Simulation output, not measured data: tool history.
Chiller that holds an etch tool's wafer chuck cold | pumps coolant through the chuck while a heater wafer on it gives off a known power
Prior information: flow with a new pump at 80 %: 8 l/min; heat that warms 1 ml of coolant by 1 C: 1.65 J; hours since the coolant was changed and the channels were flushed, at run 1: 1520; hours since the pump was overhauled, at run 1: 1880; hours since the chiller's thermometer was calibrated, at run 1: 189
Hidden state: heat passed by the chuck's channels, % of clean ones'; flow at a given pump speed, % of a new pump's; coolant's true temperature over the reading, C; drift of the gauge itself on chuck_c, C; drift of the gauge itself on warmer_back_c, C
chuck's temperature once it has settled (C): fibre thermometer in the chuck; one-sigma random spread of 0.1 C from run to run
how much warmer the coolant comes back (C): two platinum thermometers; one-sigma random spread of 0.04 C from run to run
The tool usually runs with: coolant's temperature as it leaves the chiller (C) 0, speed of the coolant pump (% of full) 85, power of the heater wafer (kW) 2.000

run	hour	coolant's temperature as it leaves the chiller (C)	speed of the coolant pump (% of full)	power of the heater wafer (kW)	hours since the coolant was changed and the channels were flushed	hours since the pump was overhauled	hours since the chiller's thermometer was calibrated	chuck's temperature once it has settled (C)	how much warmer the coolant comes back (C)
1	0.0	0	85	2.000	1520	1880	189	19.1	8.76
2	28.4	4	85	2.000	1549	1909	217	22.8	8.72
3	73.2	0	85	2.890	1593	1953	262	27.5	12.71
4	98.7	0	85	2.890	1619	1979	287	27.5	12.73
5	129.1	0	85	2.000	1649	2009	318	18.9	8.83
6	156.4	0	85	1.181	1677	2037	345	11.2	5.18
7	187.2	0	85	2.142	1707	2067	376	20.3	9.51
8	230.8	0	85	2.000	1751	2111	419	19.1	8.82
# hour 234.4: chiller's thermometer calibrated
9	280.8	0	85	2.000	1800	2160	46	19.2	8.78
# hour 313.1: chiller's thermometer calibrated, once more
10	319.9	8	85	2.000	1838	2198	7	27.4	8.87
11	358.0	0	85	1.584	1876	2236	45	15.3	6.96
12	399.2	5	85	2.000	1917	2277	86	24.3	8.80
13	442.2	5	85	2.000	1960	2320	129	24.4	8.87
14	483.6	5	85	2.000	2002	2362	171	24.3	8.84
15	531.1	5	85	2.000	2049	2409	218	24.3	8.82
16	566.1	5	85	2.000	2084	2444	253	24.3	8.92
17	613.8	5	85	2.000	2132	2492	301	24.6	8.82
18	659.8	7	85	2.000	2178	2538	347	26.6	8.86
19	684.5	0	61	1.124	2203	2563	371	14.8	6.95
20	717.3	0	85	1.409	2236	2595	404	13.8	6.24
21	758.8	0	85	1.409	2277	2637	446	13.7	6.28

Alternative continuations, all from the tool just after run 21; predict every row:
A	785.0	0	81	1.303	2303	2663	472	?	?
B	785.0	-1	85	2.000	2303	2663	472	?	?
C	785.0	0	93	2.000	2303	2663	472	?	?
D	785.0	2	85	2.000	2303	2663	472	?	?

run	chuck's temperature once it has settled (C)	how much warmer the coolant comes back (C)
A	13.3	6.01
B	18.3	8.90
C	17.8	8.16
D	21.6	8.88
Stripped of hidden state, with their random variation kept, the same runs would have yielded:
run	chuck's temperature once it has settled (C)	how much warmer the coolant comes back (C)
A	12.3	5.80
B	16.9	8.60
C	16.5	7.89
D	20.1	8.58

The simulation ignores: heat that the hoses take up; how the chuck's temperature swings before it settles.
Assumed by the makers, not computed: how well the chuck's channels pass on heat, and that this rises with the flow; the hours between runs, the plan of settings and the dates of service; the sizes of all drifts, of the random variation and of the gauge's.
